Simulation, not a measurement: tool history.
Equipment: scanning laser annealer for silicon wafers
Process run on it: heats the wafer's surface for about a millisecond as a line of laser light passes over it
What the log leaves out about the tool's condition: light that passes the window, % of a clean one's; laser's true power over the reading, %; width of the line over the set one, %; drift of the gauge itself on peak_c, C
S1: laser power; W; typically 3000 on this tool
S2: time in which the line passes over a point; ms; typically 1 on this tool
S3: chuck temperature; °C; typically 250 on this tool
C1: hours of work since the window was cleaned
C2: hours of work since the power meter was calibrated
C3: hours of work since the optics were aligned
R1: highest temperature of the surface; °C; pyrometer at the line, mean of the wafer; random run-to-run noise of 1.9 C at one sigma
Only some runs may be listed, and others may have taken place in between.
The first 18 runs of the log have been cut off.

run	hour	S1	S2	S3	C1	C2	C3	R1
19	908.3	3000	1	286	106	1400	203	1105
20	975.5	3209	1.18	250	159	1452	256	1218
21	1036.7	2742	0.86	238	206	1500	303	903
22	1086.1	2742	1.18	253	245	1539	342	1037
23	1148.1	2742	1.18	253	293	1587	391	1034
24	1213.6	2742	1.18	253	345	1639	442	1029
25	1257.9	2733	1.09	217	379	1673	476	953
26	1305.5	2782	1.04	220	417	1710	514	953
27	1366.8	2782	1.04	220	465	1758	562	950
28	1434.7	2832	0.81	276	518	1811	615	923
29	1487	2832	1.05	265	559	1852	656	1011
30	1541.8	2940	1.05	231	601	1895	699	1006
31	1575.1	2876	0.71	275	628	1921	725	883
32	1643.8	3189	0.71	275	681	1975	778	965
33	1686.7	3189	0.71	275	715	2009	812	964
34	1716.1	2676	0.71	275	738	2032	835	824
# hour 1726.7: window over the wafer cleaned
35	1784.2	2603	1.23	274	45	2083	887	1028
36	1843.5	2652	1.1	274	91	2130	933	1000

3 ways to go on from here, each from the tool as it stands after run 36. What would each give?
A	1883.1	2907	0.75	245	122	2161	964	?
B	1883.1	2842	1	266	122	2161	964	?
C	1883.1	3078	1.01	250	122	2161	964	?

run	R1
A	908
B	1012
C	1087
With the hidden condition removed and each run's random variation left untouched, the same runs would have given:
run	R1
A	934
B	1042
C	1120
